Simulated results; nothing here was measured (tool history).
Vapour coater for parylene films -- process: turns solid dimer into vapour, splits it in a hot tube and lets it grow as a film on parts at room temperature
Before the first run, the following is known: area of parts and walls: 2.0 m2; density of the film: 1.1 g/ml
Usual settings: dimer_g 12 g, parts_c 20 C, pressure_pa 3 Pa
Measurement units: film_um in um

run   hour  dimer_g  parts_c  pressure_pa  film_um
  1      0       12       20            3     4.03
  2   16.3       12       20            3     4.11
  3   31.4       12       20            3     4.05
  4   48.2        7       20            3     2.37
  5     59       12       20         11.7     3.37
  6   79.6       12       20         11.7     3.35
  7  100.1       12       20         11.7     3.37
  8  125.4       12       20          6.9     3.59
  9  149.5       12       20          6.9     3.59
 10  164.9       12       20          6.9      3.6
 11  185.6       12       20        11.66     3.34
 12  199.2       12       20        11.66     3.34
 13  220.2       12       15          7.3     3.86
 14    232       12       15          7.3     3.88
 15  247.6       12       28            3      3.4
 16  265.7       10       28            3     2.85
 17  277.6        7       28            3     1.96
 18  294.1       10       28         4.51     2.92
 19  308.2        9       20         5.57     2.97
 20    319        6       18         7.37        2
 21  342.1        5       20         2.01     1.85
 22  366.1        5       20         2.01     1.85
 23    387       14       21         3.21     4.81
 24  410.7        7       16        10.29     2.24

Put back what was entered between runs (3 entries, withheld): which listed runs does each sit between, and how does the hidden state differ from the listed run before to the listed run after?
Between runs 13 and 14: table's thermometer calibrated (hour 222.8)
  vapour lost through the trap's worn valve, %: 8.4 -> 8.5; true temperature of the parts over the reading, C: -0.12 -> -0.2
  measured value less the no-hidden-state value, film_um: -0.35 -> -0.34 um
Between runs 16 and 17: table's thermometer calibrated, once more (hour 271.1)
  vapour lost through the trap's worn valve, %: 8.8 -> 8.9; true temperature of the parts over the reading, C: -0.21 -> 0.06
  measured value less the no-hidden-state value, film_um: -0.26 -> -0.19 um
Between runs 17 and 18: trap's valve overhauled (hour 294.1)
  vapour lost through the trap's worn valve, %: 8.9 -> 0.6
  measured value less the no-hidden-state value, film_um: -0.19 -> -0.02 um
